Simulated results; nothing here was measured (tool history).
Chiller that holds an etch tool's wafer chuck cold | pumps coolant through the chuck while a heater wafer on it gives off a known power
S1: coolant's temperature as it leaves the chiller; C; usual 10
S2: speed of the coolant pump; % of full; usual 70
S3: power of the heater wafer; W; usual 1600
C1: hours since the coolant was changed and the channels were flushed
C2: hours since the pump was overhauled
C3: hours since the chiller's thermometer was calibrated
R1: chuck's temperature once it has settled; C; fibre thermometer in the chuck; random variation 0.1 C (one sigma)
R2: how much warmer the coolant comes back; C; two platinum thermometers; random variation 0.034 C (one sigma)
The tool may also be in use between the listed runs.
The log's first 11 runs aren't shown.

| run | hour | S1 | S2 | S3 | C1 | C2 | C3 | R1 | R2 |
|---|---|---|---|---|---|---|---|---|---|
| 12 | 1156.3 | 10 | 70 | 1394 | 6350 | 2288 | 1471 | 22.2 | 4.52 |
|  | 1207.6 | coolant changed, channels flushed |
| 13 | 1272.2 | 10 | 73 | 1394 | 65 | 2398 | 1581 | 22 | 4.29 |
| 14 | 1379.7 | 10 | 73 | 1394 | 172 | 2506 | 1689 | 22 | 4.31 |
|  | 1391.8 | gauge calibrated |
| 15 | 1473 | 10 | 70 | 1600 | 265 | 2599 | 1782 | 24.1 | 5.46 |
| 16 | 1557.5 | 10 | 70 | 1600 | 350 | 2684 | 1867 | 24.2 | 5.46 |
| 17 | 1636.4 | 10 | 63 | 2066 | 429 | 2763 | 1945 | 29.4 | 7.93 |
| 18 | 1776 | 5 | 92 | 2189 | 568 | 2902 | 2085 | 21.2 | 5.42 |
|  | 1903.4 | chiller's thermometer calibrated |
| 19 | 1911.9 | 5 | 92 | 2189 | 703 | 3037 | 8 | 21.1 | 5.41 |
| 20 | 2009.1 | 5 | 92 | 2189 | 800 | 3134 | 106 | 21.1 | 5.43 |
| 21 | 2113.1 | 5 | 92 | 2189 | 905 | 3238 | 210 | 21.2 | 5.36 |
| 22 | 2183.3 | 5 | 92 | 2189 | 975 | 3308 | 280 | 21.3 | 5.36 |
| 23 | 2274.4 | 5 | 74 | 898 | 1066 | 3400 | 371 | 12.5 | 2.67 |
| 24 | 2398.8 | 11 | 96 | 1882 | 1190 | 3524 | 495 | 24.8 | 4.33 |
| 25 | 2519.6 | 19 | 61 | 1059 | 1311 | 3645 | 616 | 29 | 3.97 |
| 26 | 2617.8 | 18 | 70 | 1600 | 1409 | 3743 | 714 | 32 | 5.23 |
| 27 | 2742.8 | 2 | 70 | 1185 | 1534 | 3868 | 839 | 12.4 | 3.77 |
| 28 | 2831.3 | 8 | 70 | 1185 | 1623 | 3956 | 928 | 18.5 | 3.73 |
| 29 | 2899.1 | 8 | 70 | 1185 | 1691 | 4024 | 996 | 18.3 | 3.72 |
| 30 | 3011.7 | 8 | 70 | 1185 | 1803 | 4137 | 1108 | 18.4 | 3.76 |
| 31 | 3153.2 | 8 | 70 | 1185 | 1945 | 4278 | 1250 | 18.5 | 3.73 |

3 ways to go on from here, each from the tool as it stands after run 31. What would each give?
| A | 3276 | 5 | 70 | 1273 | 2067 | 4401 | 1373 | ? | ? |
| B | 3276 | 6 | 96 | 1799 | 2067 | 4401 | 1373 | ? | ? |
| C | 3276 | 3 | 70 | 2368 | 2067 | 4401 | 1373 | ? | ? |

| run | R1 | R2 |
|---|---|---|
| A | 16.3 | 3.94 |
| B | 19.1 | 3.96 |
| C | 23.8 | 7.77 |
Without the tool's hidden state the same runs would have given:
| run | R1 | R2 |
|---|---|---|
| A | 16.3 | 4.33 |
| B | 19.1 | 4.35 |
| C | 23.8 | 8.15 |

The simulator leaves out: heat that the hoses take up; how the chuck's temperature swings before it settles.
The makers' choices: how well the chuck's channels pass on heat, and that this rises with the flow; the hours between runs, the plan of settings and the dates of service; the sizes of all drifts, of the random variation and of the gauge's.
